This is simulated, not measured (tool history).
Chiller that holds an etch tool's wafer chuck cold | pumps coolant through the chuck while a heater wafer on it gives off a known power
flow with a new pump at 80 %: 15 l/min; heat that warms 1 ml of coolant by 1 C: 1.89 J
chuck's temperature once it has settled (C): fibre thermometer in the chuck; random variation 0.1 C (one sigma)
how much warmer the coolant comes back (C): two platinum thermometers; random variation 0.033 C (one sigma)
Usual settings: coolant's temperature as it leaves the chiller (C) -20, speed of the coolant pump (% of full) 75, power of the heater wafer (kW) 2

run	hour	coolant's temperature as it leaves the chiller (C)	speed of the coolant pump (% of full)	power of the heater wafer (kW)	chuck's temperature once it has settled (C)	how much warmer the coolant comes back (C)
1	0	-20	75	2	-6.9	4.55
2	19	-20	75	2	-7	4.56
3	33	-25	75	2	-11.9	4.59
4	50.6	-25	75	2	-12.1	4.54
5	68.7	-25	75	2	-11.9	4.51
6	90.3	-25	75	2	-11.9	4.56
7	113.9	-25	75	2	-11.9	4.59
8	132.6	-20	75	2.048	-6.7	4.61
9	151	-20	75	2.048	-6.8	4.69
10	180.6	-20	75	2.048	-6.6	4.67
11	196.8	-20	75	2.048	-6.8	4.58
12	216.1	-20	75	2.048	-6.6	4.69
13	235.5	-20	75	2	-7	4.53
14	267.9	-20	75	2	-6.9	4.55
15	301.5	-20	75	2	-6.9	4.54
16	332.2	-17	73	2	-3.7	4.73
17	347	-20	75	2	-6.9	4.6
18	361.2	-24	64	2.685	-3.5	7.31
19	390.8	-24	64	2.685	-3.4	7.35
20	416.1	-24	67	1.616	-12.3	4.2
21	430.7	-24	67	1.616	-12.2	4.15
22	459.7	-16	78	1.616	-5.9	3.48
23	487.7	-20	79	1.068	-13.5	2.26
24	501.8	-20	79	1.068	-13.5	2.32
25	529.5	-14	67	2	0.6	5.18
26	554	-29	64	2	-13.8	5.47
27	570.4	-10	75	2	3	4.61

Forecast each of these 4 alternatives for the next run:
A	596.4	-20	96	2	?	?
B	596.4	-11	82	1.578	?	?
C	596.4	-15	75	1.318	?	?
D	596.4	-22	75	2	?	?

run	chuck's temperature once it has settled (C)	how much warmer the coolant comes back (C)
A	-10	3.43
B	-1.6	3.22
C	-6.4	2.96
D	-9	4.56
Without the tool's hidden state the same runs would have given:
run	chuck's temperature once it has settled (C)	how much warmer the coolant comes back (C)
A	-10	3.43
B	-1.6	3.22
C	-6.4	2.96
D	-9	4.56

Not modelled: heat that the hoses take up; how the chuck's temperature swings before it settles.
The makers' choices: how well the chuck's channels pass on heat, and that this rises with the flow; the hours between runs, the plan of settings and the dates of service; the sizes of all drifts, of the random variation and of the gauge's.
